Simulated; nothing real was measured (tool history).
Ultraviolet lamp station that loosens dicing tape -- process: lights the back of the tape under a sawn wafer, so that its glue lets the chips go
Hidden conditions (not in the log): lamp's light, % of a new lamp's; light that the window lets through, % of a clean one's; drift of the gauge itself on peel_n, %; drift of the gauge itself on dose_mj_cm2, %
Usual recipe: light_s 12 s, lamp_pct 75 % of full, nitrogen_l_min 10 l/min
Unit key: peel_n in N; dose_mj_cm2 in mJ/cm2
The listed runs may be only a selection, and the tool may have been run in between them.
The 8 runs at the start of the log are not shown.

run,day,light_s,lamp_pct,nitrogen_l_min,hours of work of the lamp,hours of work since the window was cleaned,peel_n,dose_mj_cm2
9,6.258,7,75,10,733,381,2.052,227
10,7.304,7,75,10,749,396,2.099,225
11,8.379,7,75,10,764,412,2.058,227
12,8.888,7,75,10,772,419,2.063,228
13,9.717,7,75,10,784,432,2.042,229
14,10.2,7,61,10,791,439,2.671,185
15,11.088,12,99,10,804,452,0.276,514
16,12.021,12,99,10,818,465,0.294,514
# day 12.621: window cleaned of glue's vapour
17,13.062,12,99,10,833,6,0.283,515
18,14.188,12,83,18,849,23,0.265,433
19,15.238,12,83,18,864,38,0.265,428
20,16.062,15,82,10,877,50,0.259,523
21,16.896,12,82,10,889,63,0.51,422
22,17.371,12,62,10,896,70,1.045,317
23,17.85,17,62,10,903,77,0.414,456
24,18.662,12,86,16,915,88,0.265,445

Predict the results of run 25:
25,19.162,12,86,16,922,96,?,?

Logged for run 25: peel_n 0.274 N, dose_mj_cm2 449 mJ/cm2.
Had the tool carried no hidden state, the very same run would have given peel_n 0.271 N, dose_mj_cm2 450 mJ/cm2.
